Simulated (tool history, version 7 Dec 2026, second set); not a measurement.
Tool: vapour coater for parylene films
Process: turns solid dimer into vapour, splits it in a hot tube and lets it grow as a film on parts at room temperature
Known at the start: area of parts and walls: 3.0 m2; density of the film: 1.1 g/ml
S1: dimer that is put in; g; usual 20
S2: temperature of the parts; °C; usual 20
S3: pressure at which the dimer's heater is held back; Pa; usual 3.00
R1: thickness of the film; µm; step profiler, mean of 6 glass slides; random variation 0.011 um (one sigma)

run 1 hour=0.0 | S1=20 S2=20 S3=3.00 | R1=2.88
run 2 hour=10.6 | S1=20 S2=20 S3=3.00 | R1=2.87
-- hour=22.4 trap's valve overhauled
run 3 hour=31.1 | S1=20 S2=20 S3=3.00 | R1=3.12
run 4 hour=40.7 | S1=20 S2=20 S3=2.97 | R1=3.12
run 5 hour=53.1 | S1=20 S2=20 S3=3.00 | R1=3.11
run 6 hour=64.2 | S1=20 S2=20 S3=3.00 | R1=3.11
run 7 hour=80.1 | S1=20 S2=20 S3=3.00 | R1=3.11
run 8 hour=88.5 | S1=20 S2=20 S3=3.00 | R1=3.09
run 9 hour=101.5 | S1=20 S2=20 S3=3.00 | R1=3.09
run 10 hour=110.9 | S1=20 S2=20 S3=3.00 | R1=3.07
run 11 hour=127.1 | S1=20 S2=20 S3=3.00 | R1=3.08
run 12 hour=135.5 | S1=20 S2=20 S3=3.00 | R1=3.07
run 13 hour=142.9 | S1=20 S2=20 S3=3.00 | R1=3.08
run 14 hour=152.9 | S1=20 S2=20 S3=3.00 | R1=3.07
run 15 hour=165.6 | S1=20 S2=20 S3=3.00 | R1=3.06
run 16 hour=181.7 | S1=20 S2=14 S3=3.00 | R1=3.55
run 17 hour=192.3 | S1=20 S2=14 S3=3.00 | R1=3.52
run 18 hour=199.2 | S1=21 S2=20 S3=3.00 | R1=3.17
run 19 hour=213.2 | S1=20 S2=20 S3=3.00 | R1=3.04
run 20 hour=226.9 | S1=8 S2=20 S3=3.00 | R1=1.21
run 21 hour=242.6 | S1=8 S2=20 S3=3.00 | R1=1.21
run 22 hour=257.9 | S1=8 S2=16 S3=3.00 | R1=1.33
run 23 hour=268.0 | S1=8 S2=16 S3=3.00 | R1=1.33
run 24 hour=277.9 | S1=13 S2=20 S3=3.00 | R1=1.96
run 25 hour=291.0 | S1=12 S2=15 S3=3.00 | R1=2.04
run 26 hour=300.0 | S1=11 S2=21 S3=10.00 | R1=1.31
run 27 hour=311.6 | S1=16 S2=21 S3=6.47 | R1=2.06
run 28 hour=326.6 | S1=16 S2=21 S3=6.47 | R1=2.04
run 29 hour=343.3 | S1=8 S2=17 S3=3.53 | R1=1.24
run 30 hour=356.5 | S1=20 S2=17 S3=3.00 | R1=3.22
run 31 hour=366.8 | S1=20 S2=17 S3=3.00 | R1=3.18
run 32 hour=374.2 | S1=20 S2=27 S3=3.61 | R1=2.43
run 33 hour=382.1 | S1=20 S2=27 S3=3.61 | R1=2.42
run 34 hour=391.0 | S1=20 S2=20 S3=2.86 | R1=2.98
run 35 hour=403.8 | S1=20 S2=14 S3=3.00 | R1=3.43
run 36 hour=411.4 | S1=20 S2=14 S3=3.00 | R1=3.43
run 37 hour=421.6 | S1=15 S2=31 S3=3.00 | R1=1.70
run 38 hour=434.1 | S1=15 S2=31 S3=3.00 | R1=1.68
run 39 hour=443.7 | S1=21 S2=23 S3=2.67 | R1=2.91
run 40 hour=453.8 | S1=22 S2=18 S3=4.24 | R1=3.19
run 41 hour=470.6 | S1=22 S2=18 S3=4.24 | R1=3.17
run 42 hour=482.4 | S1=22 S2=18 S3=4.24 | R1=3.18

Measured less the same run without the tool's hidden state. The same run-to-run variation is in both; the gauge's scatter may not be:
The hidden state here: vapour lost through the trap's worn valve, %; true temperature of the parts over the reading, C; drift of the gauge itself on film_um, %.
run=1 R1=-0.22
run=2 R1=-0.22
run=3 R1=+0.00
run=4 R1=+0.01
run=5 R1=-0.01
run=6 R1=-0.01
run=7 R1=-0.01
run=8 R1=-0.02
run=9 R1=-0.02
run=10 R1=-0.03
run=11 R1=-0.03
run=12 R1=-0.04
run=13 R1=-0.04
run=14 R1=-0.05
run=15 R1=-0.05
run=16 R1=-0.07
run=17 R1=-0.08
run=18 R1=-0.07
run=19 R1=-0.07
run=20 R1=-0.04
run=21 R1=-0.03
run=22 R1=-0.05
run=23 R1=-0.05
run=24 R1=-0.07
run=25 R1=-0.08
run=26 R1=-0.05
run=27 R1=-0.08
run=28 R1=-0.09
run=29 R1=-0.06
run=30 R1=-0.15
run=31 R1=-0.16
run=32 R1=-0.12
run=33 R1=-0.12
run=34 R1=-0.16
run=35 R1=-0.19
run=36 R1=-0.19
run=37 R1=-0.10
run=38 R1=-0.10
run=39 R1=-0.18
run=40 R1=-0.20
run=41 R1=-0.21
run=42 R1=-0.21
